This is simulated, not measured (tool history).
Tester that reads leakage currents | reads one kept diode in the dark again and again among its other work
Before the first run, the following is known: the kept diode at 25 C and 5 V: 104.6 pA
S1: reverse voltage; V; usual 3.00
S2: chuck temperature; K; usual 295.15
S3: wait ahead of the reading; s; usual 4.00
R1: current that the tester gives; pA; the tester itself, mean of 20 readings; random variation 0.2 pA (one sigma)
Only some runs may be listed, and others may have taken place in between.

Run 1, hour 0.0: usual settings. Result: R1 63.24 pA.
Run 2, hour 67.3: usual settings but S3 0.68 s. Result: R1 63.49 pA.
Run 3, hour 147.5: usual settings but S3 0.34 s. Result: R1 64.16 pA.
Run 4, hour 189.6: usual settings. Result: R1 63.21 pA.
Run 5, hour 264.5: usual settings. Result: R1 63.17 pA.
Run 6, hour 331.1: usual settings but S2 304.15 K. Result: R1 132.04 pA.
Run 7, hour 421.8: usual settings but S2 306.15 K. Result: R1 153.35 pA.
Run 8, hour 493.6: usual settings but S2 306.15 K. Result: R1 153.11 pA.
At hour 532.6: probe card cleaned and baked.
At hour 542.0: chuck's temperature calibrated.
Run 9, hour 557.6: usual settings but S2 306.15 K. Result: R1 153.35 pA.
Run 10, hour 627.5: usual settings but S1 7.51 V, S2 306.15 K, S3 0.43 s. Result: R1 246.15 pA.
Run 11, hour 707.7: usual settings but S1 7.51 V, S2 306.15 K, S3 0.43 s. Result: R1 245.95 pA.
Run 12, hour 800.9: usual settings but S3 0.41 s. Result: R1 63.45 pA.
Run 13, hour 884.1: usual settings but S2 323.15 K, S3 0.64 s. Result: R1 539.36 pA.
Run 14, hour 967.3: usual settings but S2 323.15 K, S3 0.64 s. Result: R1 538.62 pA.
Run 15, hour 1016.4: usual settings but S2 323.15 K, S3 0.64 s. Result: R1 540.21 pA.

Branching from run 15: 4 alternative next runs. What would each branch give?
Run A, hour 1081.8: usual settings but S2 327.15 K, S3 3.66 s. Result: R1 ?.
Run B, hour 1081.8: usual settings but S1 18.84 V, S3 1.11 s. Result: R1 ?.
Run C, hour 1081.8: usual settings but S2 300.15 K. Result: R1 ?.
Run D, hour 1081.8: usual settings but S2 293.15 K, S3 0.64 s. Result: R1 ?.

run      R1
  A  703.90
  B  161.56
  C   95.11
  D   53.66
The same runs, with their run-to-run variation unchanged, on a tool lacking any hidden condition would have given:
run      R1
  A  704.42
  B  161.64
  C   95.19
  D   53.70
